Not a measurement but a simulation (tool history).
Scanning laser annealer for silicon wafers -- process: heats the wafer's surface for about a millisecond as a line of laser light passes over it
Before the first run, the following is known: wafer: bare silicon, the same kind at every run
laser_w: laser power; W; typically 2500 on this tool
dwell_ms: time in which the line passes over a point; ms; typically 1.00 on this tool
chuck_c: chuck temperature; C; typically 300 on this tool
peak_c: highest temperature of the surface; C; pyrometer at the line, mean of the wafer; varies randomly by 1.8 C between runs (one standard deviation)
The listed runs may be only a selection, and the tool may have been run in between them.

run,hour,laser_w,dwell_ms,chuck_c,peak_c
1,0.0,2500,1.00,300,997
2,12.4,2500,1.00,300,996
3,26.8,2500,1.00,300,999
4,37.5,2500,1.00,300,1000
# hour 55.8: window over the wafer cleaned
5,56.3,2500,1.00,300,1020
6,74.3,2500,1.00,300,1021
7,92.7,2500,1.00,300,1018
# hour 97.1: laser's power meter calibrated
8,107.8,2500,1.00,273,995
9,125.4,2500,1.00,273,989
10,148.0,2389,1.05,300,997
11,158.5,2218,1.08,288,936
12,179.6,2218,1.08,288,932
# hour 203.7: laser's power meter calibrated, once more
13,205.6,2463,1.08,288,1017
14,224.2,2500,0.80,331,963
15,240.2,2500,1.01,287,1005

Hidden state or all else? Some run-to-run changes of peak_c, split into what the settings, what came in and random variation would give without the hidden state, and what is left for the hidden state (with any gauge scatter that isn't in both results):
The tool's hidden condition here consists of: light that passes the window, % of a clean one's; laser's true power over the reading, %; width of the line over the set one, %; drift of the gauge itself on peak_c, C.
Run 4 -> 5: window over the wafer cleaned. peak_c +20 C: hidden state +24, all else -4.
Run 12 -> 13: laser_w 2218 -> 2463, laser's power meter calibrated, once more. peak_c +85 C: hidden state -4, all else +89.
